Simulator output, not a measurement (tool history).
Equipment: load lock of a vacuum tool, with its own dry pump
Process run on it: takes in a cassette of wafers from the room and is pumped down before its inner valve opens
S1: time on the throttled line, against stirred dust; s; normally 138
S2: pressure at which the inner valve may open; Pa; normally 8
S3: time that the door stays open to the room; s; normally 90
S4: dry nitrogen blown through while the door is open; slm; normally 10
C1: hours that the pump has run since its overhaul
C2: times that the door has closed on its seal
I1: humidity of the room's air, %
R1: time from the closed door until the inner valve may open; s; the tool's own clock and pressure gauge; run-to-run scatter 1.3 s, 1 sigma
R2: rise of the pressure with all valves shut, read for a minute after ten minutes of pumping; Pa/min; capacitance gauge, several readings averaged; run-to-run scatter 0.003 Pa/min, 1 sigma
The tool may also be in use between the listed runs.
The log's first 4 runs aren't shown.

Run 5, day 59.708: usual settings but S2 10 Pa, S4 9 slm; C1 6831; C2 13055; I1 46.9. Result: R1 216.4 s, R2 0.059 Pa/min.
Run 6, day 68.938: usual settings but S2 10 Pa, S4 9 slm; C1 7052; C2 13333; I1 46.8. Result: R1 215.0 s, R2 0.061 Pa/min.
Run 7, day 87.583: usual settings but S2 10 Pa, S4 9 slm; C1 7500; C2 13895; I1 46.2. Result: R1 211.5 s, R2 0.062 Pa/min.
Run 8, day 95.958: usual settings but S2 10 Pa, S4 9 slm; C1 7701; C2 14147; I1 45.3. Result: R1 217.6 s, R2 0.064 Pa/min.
Run 9, day 110.592: usual settings but S2 10 Pa, S4 9 slm; C1 8052; C2 14588; I1 42.9. Result: R1 218.4 s, R2 0.059 Pa/min.
Run 10, day 120.708: usual settings; C1 8295; C2 14892; I1 44.7. Result: R1 221.1 s, R2 0.067 Pa/min.
Run 11, day 132.425: usual settings but S1 113 s; C1 8576; C2 15245; I1 47.2. Result: R1 195.9 s, R2 0.063 Pa/min.
Run 12, day 145.683: usual settings but S1 113 s; C1 8894; C2 15645; I1 44.3. Result: R1 201.1 s, R2 0.057 Pa/min.
Run 13, day 161.438: usual settings but S1 113 s; C1 9272; C2 16119; I1 45.9. Result: R1 200.4 s, R2 0.060 Pa/min.
Run 14, day 178.592: usual settings but S1 113 s; C1 9684; C2 16636; I1 43.3. Result: R1 202.4 s, R2 0.066 Pa/min.
Run 15, day 191.571: usual settings but S1 113 s; C1 9995; C2 17027; I1 47.3. Result: R1 200.2 s, R2 0.064 Pa/min.
Run 16, day 199.888: usual settings but S1 113 s; C1 10195; C2 17278; I1 43.8. Result: R1 201.9 s, R2 0.062 Pa/min.
Run 17, day 209.608: usual settings but S4 29 slm; C1 10428; C2 17570; I1 42.2. Result: R1 223.1 s, R2 0.053 Pa/min.
Run 18, day 227.821: usual settings but S4 29 slm; C1 10865; C2 18119; I1 45.1. Result: R1 225.6 s, R2 0.056 Pa/min.

Expected results for the next run?
Run 19, day 237.888: usual settings but S4 29 slm; C1 11107; C2 18422; I1 44.6. Result: R1 ?, R2 ?.

R1: 224.5 s
R2: 0.056 Pa/min
Without the tool's hidden state the same run would have given R1 207.7 s, R2 0.023 Pa/min.

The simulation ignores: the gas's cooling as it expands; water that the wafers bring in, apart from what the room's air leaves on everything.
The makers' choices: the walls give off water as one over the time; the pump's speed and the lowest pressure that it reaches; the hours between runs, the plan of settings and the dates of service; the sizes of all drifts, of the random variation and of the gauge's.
